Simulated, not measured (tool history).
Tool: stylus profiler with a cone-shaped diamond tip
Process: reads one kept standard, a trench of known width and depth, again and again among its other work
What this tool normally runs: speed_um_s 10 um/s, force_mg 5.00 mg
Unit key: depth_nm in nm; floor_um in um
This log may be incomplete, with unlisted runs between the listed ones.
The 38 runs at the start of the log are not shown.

run    hour  speed_um_s  force_mg  scans with this tip  hours of work since the height scale was calibrated  depth_nm  floor_um
 39  1166.6          12      2.94                 3288                                                  325    101.48     17.96
 40  1199.1          17      6.90                 3534                                                  349    102.57     17.87
 41  1220.3          17      2.66                 3693                                                  365    101.35     17.87
 42  1249.4           6      5.00                 3913                                                  387    102.06     18.00
 43  1278.5          38      9.79                 4132                                                  408    103.21     17.90
 44  1308.4           2      2.02                 4357                                                  430    101.20     17.99
 45  1348.9           9      2.37                 4663                                                  461    101.27     17.93
 46  1391.3          22      7.78                 4983                                                  492    102.84     17.92

Forecast each of these 4 alternatives for the next run:
  A  1430.2           4      3.21                 5276                                                  521         ?         ?
  B  1430.2          10      1.96                 5276                                                  521         ?         ?
  C  1430.2          21     13.96                 5276                                                  521         ?         ?
  D  1430.2          18      4.58                 5276                                                  521         ?         ?

run  depth_nm  floor_um
  A    101.50     18.00
  B    101.14     17.89
  C    104.21     17.92
  D    102.09     17.91
With no hidden state in the tool, these same runs would have given:
run  depth_nm  floor_um
  A    101.50     18.02
  B    101.15     17.90
  C    104.22     17.93
  D    102.09     17.92
